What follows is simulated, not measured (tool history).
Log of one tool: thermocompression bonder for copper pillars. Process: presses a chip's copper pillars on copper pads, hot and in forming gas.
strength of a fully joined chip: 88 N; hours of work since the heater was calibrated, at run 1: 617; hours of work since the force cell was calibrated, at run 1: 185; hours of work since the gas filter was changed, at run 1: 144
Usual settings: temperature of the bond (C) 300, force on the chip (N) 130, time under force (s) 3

| run | hour | temperature of the bond (C) | force on the chip (N) | time under force (s) | hours of work since the heater was calibrated | hours of work since the force cell was calibrated | hours of work since the gas filter was changed | force that shears a chip off (N) |
|---|---|---|---|---|---|---|---|---|
| 1 | 0.0 | 300 | 130 | 3 | 617 | 185 | 144 | 36.6 |
| 2 | 21.6 | 300 | 130 | 3 | 627 | 196 | 155 | 37.4 |
| 3 | 51.6 | 300 | 195 | 3 | 642 | 210 | 169 | 54.8 |
| 4 | 72.2 | 300 | 195 | 3 | 652 | 220 | 180 | 53.7 |
| 5 | 88.0 | 315 | 130 | 3 | 660 | 228 | 187 | 43.1 |
| 6 | 103.6 | 300 | 130 | 3 | 667 | 236 | 195 | 36.1 |
| 7 | 126.9 | 300 | 130 | 3 | 679 | 247 | 206 | 35.2 |
| 8 | 144.6 | 300 | 130 | 3 | 688 | 256 | 215 | 35.8 |
| 9 | 174.5 | 300 | 189 | 3 | 702 | 270 | 230 | 51.4 |
| 10 | 192.1 | 300 | 189 | 3 | 711 | 279 | 238 | 49.7 |
|  | 203.9 | forming gas filter changed |
| 11 | 218.5 | 311 | 130 | 3 | 724 | 292 | 7 | 42.6 |
| 12 | 235.7 | 300 | 130 | 3 | 732 | 300 | 16 | 37.5 |
| 13 | 265.9 | 300 | 130 | 3 | 747 | 315 | 30 | 37.7 |
| 14 | 292.1 | 300 | 130 | 7 | 760 | 328 | 43 | 50.1 |
| 15 | 319.9 | 300 | 130 | 2 | 773 | 341 | 57 | 31.2 |
| 16 | 348.0 | 300 | 130 | 2 | 787 | 355 | 71 | 31.1 |
|  | 357.0 | heater calibrated with a thermocouple chip |
| 17 | 368.8 | 300 | 130 | 2 | 6 | 364 | 80 | 34.3 |
| 18 | 400.2 | 300 | 130 | 3 | 21 | 380 | 95 | 40.2 |
| 19 | 432.6 | 323 | 130 | 3 | 37 | 396 | 111 | 50.4 |
| 20 | 454.6 | 323 | 130 | 5 | 48 | 406 | 122 | 58.9 |
| 21 | 473.6 | 323 | 130 | 5 | 57 | 416 | 131 | 59.5 |
| 22 | 490.9 | 323 | 130 | 5 | 66 | 424 | 140 | 57.7 |
| 23 | 521.5 | 323 | 130 | 5 | 81 | 439 | 155 | 58.0 |
| 24 | 539.5 | 292 | 90 | 3 | 89 | 448 | 163 | 23.3 |
| 25 | 571.5 | 330 | 148 | 2 | 105 | 464 | 179 | 52.0 |
| 26 | 586.5 | 288 | 189 | 3 | 112 | 471 | 186 | 47.4 |
| 27 | 608.6 | 273 | 88 | 3 | 123 | 482 | 197 | 17.6 |
| 28 | 631.2 | 310 | 147 | 3 | 134 | 493 | 208 | 47.6 |
| 29 | 662.7 | 321 | 129 | 7 | 150 | 508 | 224 | 60.1 |
| 30 | 686.9 | 321 | 129 | 7 | 162 | 520 | 236 | 60.0 |
|  | 702.9 | forming gas filter changed |
| 31 | 702.9 | 271 | 115 | 3 | 169 | 528 | 0 | 23.0 |
| 32 | 722.5 | 299 | 107 | 2 | 179 | 537 | 10 | 26.3 |
| 33 | 753.2 | 318 | 130 | 2 | 194 | 552 | 25 | 41.8 |
| 34 | 775.0 | 297 | 130 | 4 | 204 | 563 | 35 | 42.8 |
| 35 | 792.3 | 297 | 130 | 4 | 213 | 571 | 44 | 42.7 |
| 36 | 807.9 | 297 | 130 | 4 | 221 | 579 | 51 | 42.4 |
| 37 | 829.1 | 306 | 130 | 3 | 231 | 589 | 62 | 42.1 |
| 38 | 859.9 | 286 | 109 | 3 | 246 | 605 | 77 | 26.4 |
| 39 | 891.3 | 273 | 178 | 5 | 261 | 620 | 92 | 45.7 |

4 ways to go on from here, each from the tool as it stands after run 39. What would each give?
| A | 918.6 | 272 | 81 | 4 | 275 | 633 | 106 | ? |
| B | 918.6 | 326 | 178 | 5 | 275 | 633 | 106 | ? |
| C | 918.6 | 300 | 130 | 7 | 275 | 633 | 106 | ? |
| D | 918.6 | 273 | 178 | 4 | 275 | 633 | 106 | ? |

| run | force that shears a chip off (N) |
|---|---|
| A | 16.3 |
| B | 71.1 |
| C | 51.2 |
| D | 40.9 |
Without the tool's hidden state the same runs would have given:
| run | force that shears a chip off (N) |
|---|---|
| A | 18.3 |
| B | 75.5 |
| C | 55.8 |
| D | 45.1 |
